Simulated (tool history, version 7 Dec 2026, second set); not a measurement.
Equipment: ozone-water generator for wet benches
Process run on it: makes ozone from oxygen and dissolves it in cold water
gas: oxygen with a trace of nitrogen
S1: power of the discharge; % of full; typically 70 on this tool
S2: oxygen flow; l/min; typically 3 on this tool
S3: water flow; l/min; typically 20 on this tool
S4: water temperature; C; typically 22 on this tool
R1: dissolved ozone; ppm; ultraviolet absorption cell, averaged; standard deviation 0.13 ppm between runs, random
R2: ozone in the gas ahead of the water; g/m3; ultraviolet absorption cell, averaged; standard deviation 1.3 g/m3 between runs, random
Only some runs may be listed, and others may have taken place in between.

run 1 hour=0 | S1=70 S2=3 S3=20 S4=22 | R1=13.5 R2=218.9
run 2 hour=113.8 | S1=70 S2=3 S3=20 S4=22 | R1=13.6 R2=220.7
run 3 hour=184.8 | S1=70 S2=3 S3=20 S4=22 | R1=13.4 R2=218.4
run 4 hour=271.3 | S1=70 S2=3 S3=20 S4=22 | R1=13.4 R2=218.9
run 5 hour=345.3 | S1=70 S2=3 S3=20 S4=22 | R1=13.4 R2=217.8
run 6 hour=462.3 | S1=96 S2=3 S3=20 S4=22 | R1=16 R2=259.9
run 7 hour=535 | S1=96 S2=3 S3=20 S4=22 | R1=15.9 R2=257.4
run 8 hour=627 | S1=96 S2=3 S3=20 S4=22 | R1=15.9 R2=255.4
run 9 hour=686.7 | S1=96 S2=3 S3=20 S4=22 | R1=15.8 R2=258.3
-- hour=700.2 contactor cleaned
run 10 hour=802.1 | S1=96 S2=3 S3=21 S4=22 | R1=15.1 R2=253.7
run 11 hour=874 | S1=96 S2=3 S3=21 S4=22 | R1=14.8 R2=256.7
-- hour=894.1 contactor cleaned, once more
run 12 hour=941 | S1=42 S2=3 S3=20 S4=22 | R1=10.3 R2=163
run 13 hour=1024 | S1=42 S2=3 S3=20 S4=22 | R1=10.3 R2=163
run 14 hour=1144.3 | S1=42 S2=3 S3=20 S4=22 | R1=10.5 R2=160.9
run 15 hour=1206.7 | S1=47 S2=3 S3=20 S4=22 | R1=10.8 R2=174
run 16 hour=1304.1 | S1=70 S2=3 S3=28 S4=22 | R1=9.7 R2=212
run 17 hour=1363.1 | S1=70 S2=3 S3=20 S4=28 | R1=12.5 R2=210.7
run 18 hour=1486.1 | S1=70 S2=3 S3=20 S4=28 | R1=12.3 R2=214.5
run 19 hour=1551.2 | S1=70 S2=3 S3=20 S4=16 | R1=14.1 R2=211.8
run 20 hour=1604.6 | S1=70 S2=4.72 S3=20 S4=20 | R1=13.6 R2=159.7
run 21 hour=1672.6 | S1=70 S2=1.6 S3=20 S4=22 | R1=12.6 R2=313.3
run 22 hour=1774.3 | S1=96 S2=1.68 S3=30 S4=14 | R1=10.1 R2=358.2
run 23 hour=1861.4 | S1=96 S2=1.68 S3=30 S4=14 | R1=9.9 R2=360.3
run 24 hour=1986.4 | S1=96 S2=1.68 S3=30 S4=14 | R1=9.9 R2=361.8
run 25 hour=2080.5 | S1=96 S2=1.68 S3=30 S4=14 | R1=9.4 R2=359.3
run 26 hour=2168.9 | S1=96 S2=1.68 S3=12 S4=14 | R1=26.3 R2=357.8
run 27 hour=2253.4 | S1=99 S2=1.68 S3=12 S4=14 | R1=26.7 R2=359.7
run 28 hour=2375.1 | S1=99 S2=1.68 S3=12 S4=14 | R1=26.3 R2=361.7
run 29 hour=2430.5 | S1=92 S2=5.03 S3=15 S4=21 | R1=18.5 R2=174.6
run 30 hour=2512.1 | S1=43 S2=3.87 S3=20 S4=19 | R1=10.4 R2=136.5
run 31 hour=2599.6 | S1=70 S2=3 S3=24 S4=22 | R1=10.6 R2=208.8
run 32 hour=2693.8 | S1=70 S2=3 S3=24 S4=22 | R1=10.7 R2=206.5

The logged runs with the hidden state left out (each run's random variation unchanged):
Unlogged tool condition in this case: yield of the discharge, % of new electrodes'; contactor's efficiency, % of a clean one's; true water temperature over the reading, C; drift of the gauge itself on ozone_ppm, %; drift of the gauge itself on gas_g_m3, %.
run=1 R1=14.9 R2=235.4
run=2 R1=15.1 R2=237.9
run=3 R1=14.9 R2=235.7
run=4 R1=14.9 R2=236.7
run=5 R1=15 R2=236
run=6 R1=18.2 R2=286.4
run=7 R1=18.1 R2=284.2
run=8 R1=18.2 R2=282.7
run=9 R1=18.1 R2=286.2
run=10 R1=17.5 R2=281.9
run=11 R1=17.3 R2=285.7
run=12 R1=11.1 R2=173.9
run=13 R1=11.1 R2=174.1
run=14 R1=11.2 R2=172.1
run=15 R1=11.7 R2=187.5
run=16 R1=10.8 R2=234.2
run=17 R1=13.9 R2=233
run=18 R1=13.8 R2=237.7
run=19 R1=15.9 R2=235
run=20 R1=15.3 R2=177.4
run=21 R1=14.2 R2=348.5
run=22 R1=11.7 R2=407.3
run=23 R1=11.5 R2=410.4
run=24 R1=11.5 R2=413.4
run=25 R1=11 R2=411.5
run=26 R1=30.7 R2=410.7
run=27 R1=31.3 R2=414.6
run=28 R1=30.9 R2=418.1
run=29 R1=21.8 R2=201.1
run=30 R1=11.7 R2=149.4
run=31 R1=12.4 R2=237
run=32 R1=12.5 R2=234.8
